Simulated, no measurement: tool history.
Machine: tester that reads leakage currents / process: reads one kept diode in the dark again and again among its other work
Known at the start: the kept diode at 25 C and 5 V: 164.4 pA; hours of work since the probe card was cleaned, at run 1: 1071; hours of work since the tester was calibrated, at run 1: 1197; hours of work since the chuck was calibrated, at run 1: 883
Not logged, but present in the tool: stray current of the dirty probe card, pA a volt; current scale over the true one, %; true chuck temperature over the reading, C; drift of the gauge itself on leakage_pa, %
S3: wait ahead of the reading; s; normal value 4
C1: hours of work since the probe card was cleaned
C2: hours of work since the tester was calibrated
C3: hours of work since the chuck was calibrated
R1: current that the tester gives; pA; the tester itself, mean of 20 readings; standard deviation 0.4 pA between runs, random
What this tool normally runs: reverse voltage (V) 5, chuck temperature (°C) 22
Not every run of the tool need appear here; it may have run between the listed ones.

{"run": 1, "day": 0.0, "reverse voltage (V)": 5, "chuck temperature (°C)": 22, "S3": 4, "C1": 1071, "C2": 1197, "C3": 883, "R1": 146.32}
{"run": 2, "day": 1.838, "reverse voltage (V)": 5, "chuck temperature (°C)": 22, "S3": 4, "C1": 1105, "C2": 1231, "C3": 917, "R1": 145.11}
{"run": 3, "day": 3.779, "reverse voltage (V)": 5, "chuck temperature (°C)": 22, "S3": 4, "C1": 1141, "C2": 1266, "C3": 952, "R1": 147.13}
{"run": 4, "day": 5.458, "reverse voltage (V)": 5, "chuck temperature (°C)": 22, "S3": 4, "C1": 1171, "C2": 1297, "C3": 983, "R1": 147.4}
{"run": 5, "day": 8.433, "reverse voltage (V)": 5, "chuck temperature (°C)": 22, "S3": 4, "C1": 1226, "C2": 1351, "C3": 1038, "R1": 147.68}
{"run": 6, "day": 11.083, "reverse voltage (V)": 5, "chuck temperature (°C)": 22, "S3": 4, "C1": 1274, "C2": 1400, "C3": 1086, "R1": 148.3}
{"run": 7, "day": 13.196, "reverse voltage (V)": 7.77, "chuck temperature (°C)": 22, "S3": 4, "C1": 1313, "C2": 1438, "C3": 1125, "R1": 191.62}
{"day": 15.554, "done": "probe card cleaned and baked"}
{"run": 8, "day": 16.067, "reverse voltage (V)": 5, "chuck temperature (°C)": 22, "S3": 4, "C1": 9, "C2": 1489, "C3": 1175, "R1": 151.1}
{"run": 9, "day": 18.938, "reverse voltage (V)": 8.53, "chuck temperature (°C)": 22, "S3": 4, "C1": 62, "C2": 1541, "C3": 1228, "R1": 206.11}
{"run": 10, "day": 21.033, "reverse voltage (V)": 8.53, "chuck temperature (°C)": 22, "S3": 4, "C1": 100, "C2": 1580, "C3": 1266, "R1": 208.49}
{"day": 21.588, "done": "probe card cleaned and baked, once more"}
{"run": 11, "day": 23.796, "reverse voltage (V)": 5, "chuck temperature (°C)": 22, "S3": 4, "C1": 40, "C2": 1628, "C3": 1314, "R1": 151.67}
{"run": 12, "day": 26.35, "reverse voltage (V)": 5, "chuck temperature (°C)": 22, "S3": 4, "C1": 87, "C2": 1675, "C3": 1361, "R1": 152.15}
{"day": 28.825, "done": "chuck's temperature calibrated"}
{"run": 13, "day": 29.15, "reverse voltage (V)": 5, "chuck temperature (°C)": 22, "S3": 3.81, "C1": 137, "C2": 1724, "C3": 6, "R1": 130.39}
{"run": 14, "day": 31.017, "reverse voltage (V)": 5, "chuck temperature (°C)": 31, "S3": 3.81, "C1": 171, "C2": 1758, "C3": 40, "R1": 253.5}
{"run": 15, "day": 32.55, "reverse voltage (V)": 5, "chuck temperature (°C)": 31, "S3": 3.81, "C1": 199, "C2": 1786, "C3": 68, "R1": 256.01}
{"run": 16, "day": 35.4, "reverse voltage (V)": 5, "chuck temperature (°C)": 22, "S3": 4, "C1": 251, "C2": 1839, "C3": 120, "R1": 132.38}
{"run": 17, "day": 37.067, "reverse voltage (V)": 15.06, "chuck temperature (°C)": 22, "S3": 4, "C1": 282, "C2": 1869, "C3": 151, "R1": 247.67}
{"run": 18, "day": 39.083, "reverse voltage (V)": 15.06, "chuck temperature (°C)": 22, "S3": 3.85, "C1": 319, "C2": 1906, "C3": 188, "R1": 248.8}
{"run": 19, "day": 40.746, "reverse voltage (V)": 5, "chuck temperature (°C)": 22, "S3": 4, "C1": 349, "C2": 1936, "C3": 218, "R1": 133.56}
{"run": 20, "day": 42.067, "reverse voltage (V)": 5, "chuck temperature (°C)": 22, "S3": 4, "C1": 373, "C2": 1961, "C3": 242, "R1": 133.19}
{"run": 21, "day": 43.429, "reverse voltage (V)": 2.29, "chuck temperature (°C)": 20, "S3": 7.85, "C1": 398, "C2": 1986, "C3": 267, "R1": 73.63}
{"run": 22, "day": 44.917, "reverse voltage (V)": 2.29, "chuck temperature (°C)": 42, "S3": 0.33, "C1": 425, "C2": 2013, "C3": 294, "R1": 365.38}
{"run": 23, "day": 46.125, "reverse voltage (V)": 1.21, "chuck temperature (°C)": 22, "S3": 0.48, "C1": 447, "C2": 2035, "C3": 317, "R1": 60.84}
{"run": 24, "day": 47.817, "reverse voltage (V)": 5.74, "chuck temperature (°C)": 30, "S3": 5.77, "C1": 478, "C2": 2066, "C3": 348, "R1": 264.76}
{"run": 25, "day": 50.212, "reverse voltage (V)": 3.25, "chuck temperature (°C)": 36, "S3": 5.77, "C1": 522, "C2": 2110, "C3": 391, "R1": 295.29}
{"run": 26, "day": 51.579, "reverse voltage (V)": 5, "chuck temperature (°C)": 22, "S3": 0.49, "C1": 547, "C2": 2135, "C3": 416, "R1": 138.79}
{"run": 27, "day": 53.308, "reverse voltage (V)": 5, "chuck temperature (°C)": 22, "S3": 0.49, "C1": 579, "C2": 2166, "C3": 448, "R1": 139.33}
{"run": 28, "day": 55.246, "reverse voltage (V)": 3.51, "chuck temperature (°C)": 22, "S3": 7.04, "C1": 614, "C2": 2202, "C3": 483, "R1": 112.3}
{"run": 29, "day": 56.583, "reverse voltage (V)": 2.97, "chuck temperature (°C)": 21, "S3": 8.12, "C1": 639, "C2": 2226, "C3": 508, "R1": 94.74}
{"run": 30, "day": 58.0, "reverse voltage (V)": 2.97, "chuck temperature (°C)": 21, "S3": 8.12, "C1": 665, "C2": 2252, "C3": 534, "R1": 94.74}
{"run": 31, "day": 60.9, "reverse voltage (V)": 2.97, "chuck temperature (°C)": 21, "S3": 8.12, "C1": 718, "C2": 2305, "C3": 587, "R1": 95.73}
{"run": 32, "day": 63.438, "reverse voltage (V)": 2.97, "chuck temperature (°C)": 36, "S3": 6.75, "C1": 764, "C2": 2352, "C3": 633, "R1": 285.77}
{"run": 33, "day": 66.233, "reverse voltage (V)": 7.72, "chuck temperature (°C)": 27, "S3": 0.64, "C1": 815, "C2": 2403, "C3": 684, "R1": 265.8}
{"run": 34, "day": 68.0, "reverse voltage (V)": 7.72, "chuck temperature (°C)": 27, "S3": 0.64, "C1": 848, "C2": 2435, "C3": 717, "R1": 265.77}

Predict the results of run 35:
{"run": 35, "day": 70.625, "reverse voltage (V)": 1, "chuck temperature (°C)": 55, "S3": 0.64, "C1": 896, "C2": 2483, "C3": 765, "R1": "?"}

{"run 35": {"R1": 546.48}}
With no hidden state in the tool, this same run would have given R1 517.89 pA.
